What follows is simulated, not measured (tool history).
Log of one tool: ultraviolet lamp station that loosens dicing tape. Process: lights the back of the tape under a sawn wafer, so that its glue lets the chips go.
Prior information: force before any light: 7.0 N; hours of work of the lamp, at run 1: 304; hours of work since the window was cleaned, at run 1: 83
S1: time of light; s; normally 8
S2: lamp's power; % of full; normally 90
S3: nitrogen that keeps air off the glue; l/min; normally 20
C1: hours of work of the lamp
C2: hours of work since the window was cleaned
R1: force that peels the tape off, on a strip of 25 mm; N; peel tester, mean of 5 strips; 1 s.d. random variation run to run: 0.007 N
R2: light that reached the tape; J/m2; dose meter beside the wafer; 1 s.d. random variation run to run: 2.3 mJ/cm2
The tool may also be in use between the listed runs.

run,hour,S1,S2,S3,C1,C2,R1,R2
1,0,8,90,20,304,83,0.4,1970
2,23.4,8,90,20,315,94,0.406,1930
3,45.2,8,90,20,326,104,0.409,1930
4,67.3,8,90,20,336,114,0.434,1910
5,82.9,8,90,20,343,122,0.427,1900
6,97.2,8,90,20,350,128,0.422,1910
7,119.5,8,90,20,361,139,0.437,1840
8,148.4,8,90,8,374,152,0.802,1820
# hour 150.8: window cleaned of glue's vapour
9,174.1,8,90,20,386,11,0.481,1820
10,199.9,8,90,20,398,23,0.495,1740
11,216.6,8,90,34,406,31,0.382,1760
12,240.6,12,90,20,417,42,0.193,2660
13,252.9,6,64,14,423,48,1.935,890
# hour 267.7: window cleaned of glue's vapour, once more
14,282.7,6,64,14,437,7,1.713,1000
15,303.1,16,82,12,446,17,0.159,3370
16,317.9,8,82,12,453,24,0.8,1670
17,345.7,8,94,8,466,37,0.799,1910
18,364.9,7,78,6,475,46,1.661,1370
19,380.6,12,74,27,483,53,0.263,2190
20,399.2,12,68,9,492,62,0.664,2020
21,427.4,8,85,35,505,75,0.421,1620

Forecast each of these 4 alternatives for the next run:
A,450.9,13,87,8,516,86,?,?
B,450.9,8,85,6,516,86,?,?
C,450.9,13,90,20,516,86,?,?
D,450.9,8,64,10,516,86,?,?

run,R1,R2
A,0.361,2760
B,1.228,1620
C,0.169,2810
D,1.504,1230
Take away the tool's hidden state, keep each run's random variation, and the runs would have read:
run,R1,R2
A,0.168,3820
B,0.662,2250
C,0.103,3890
D,0.856,1700
